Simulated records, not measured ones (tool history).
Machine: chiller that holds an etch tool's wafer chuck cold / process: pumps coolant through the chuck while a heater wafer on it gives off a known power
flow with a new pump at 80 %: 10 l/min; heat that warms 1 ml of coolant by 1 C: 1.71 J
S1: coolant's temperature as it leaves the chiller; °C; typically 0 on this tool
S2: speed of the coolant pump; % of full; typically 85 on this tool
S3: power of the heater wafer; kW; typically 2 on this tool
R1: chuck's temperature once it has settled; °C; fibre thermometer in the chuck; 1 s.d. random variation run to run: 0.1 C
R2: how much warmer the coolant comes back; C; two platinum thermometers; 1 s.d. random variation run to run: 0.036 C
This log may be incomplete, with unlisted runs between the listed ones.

run 1 day=0 | S1=0 S2=85 S3=2 | R1=15.3 R2=6.61
run 2 day=3.133 | S1=0 S2=85 S3=2 | R1=15.3 R2=6.57
run 3 day=5.446 | S1=0 S2=85 S3=2 | R1=15.3 R2=6.59
run 4 day=7.95 | S1=0 S2=85 S3=2 | R1=15.4 R2=6.53
run 5 day=11.062 | S1=0 S2=63 S3=2 | R1=19.6 R2=8.94
run 6 day=12.683 | S1=0 S2=63 S3=2 | R1=19.5 R2=9.12
run 7 day=14.354 | S1=0 S2=63 S3=2 | R1=19.5 R2=8.99
run 8 day=16.325 | S1=0 S2=63 S3=2 | R1=19.4 R2=8.97
run 9 day=18.725 | S1=0 S2=63 S3=2 | R1=19.5 R2=9.05
run 10 day=21.004 | S1=0 S2=63 S3=2 | R1=19.6 R2=9.01
run 11 day=23.979 | S1=0 S2=63 S3=2 | R1=19.7 R2=9.03
run 12 day=26.238 | S1=0 S2=63 S3=2 | R1=19.4 R2=9.03
run 13 day=28.05 | S1=0 S2=63 S3=2 | R1=19.7 R2=9
run 14 day=30.15 | S1=0 S2=85 S3=2.959 | R1=22.6 R2=9.75
run 15 day=32.525 | S1=0 S2=85 S3=2.959 | R1=22.7 R2=9.74
run 16 day=34.367 | S1=0 S2=85 S3=2.959 | R1=22.8 R2=9.71
run 17 day=36.25 | S1=3 S2=61 S3=1.661 | R1=19.8 R2=7.77
run 18 day=38.642 | S1=3 S2=61 S3=1.661 | R1=19.7 R2=7.74
run 19 day=40.267 | S1=0 S2=85 S3=1.347 | R1=10.3 R2=4.43
-- day=41.896 coolant changed, channels flushed
run 20 day=42.654 | S1=0 S2=85 S3=1.225 | R1=9.3 R2=4.02
run 21 day=44.421 | S1=-3 S2=85 S3=2.973 | R1=19.7 R2=9.72
run 22 day=46.642 | S1=-3 S2=67 S3=1.925 | R1=14.9 R2=8.12
run 23 day=49.1 | S1=8 S2=93 S3=1.854 | R1=21.2 R2=5.52
run 24 day=51.754 | S1=2 S2=85 S3=1.834 | R1=16.1 R2=6.01

Run 25 is up next; what results do you expect?
run 25 day=54.492 | S1=2 S2=85 S3=2.083 | R1=? R2=?

Run 25 produced R1 18 °C, R2 6.92 C.
With the hidden condition absent and the run-to-run variation left alone, this run would have shown R1 18 °C, R2 6.91 C.
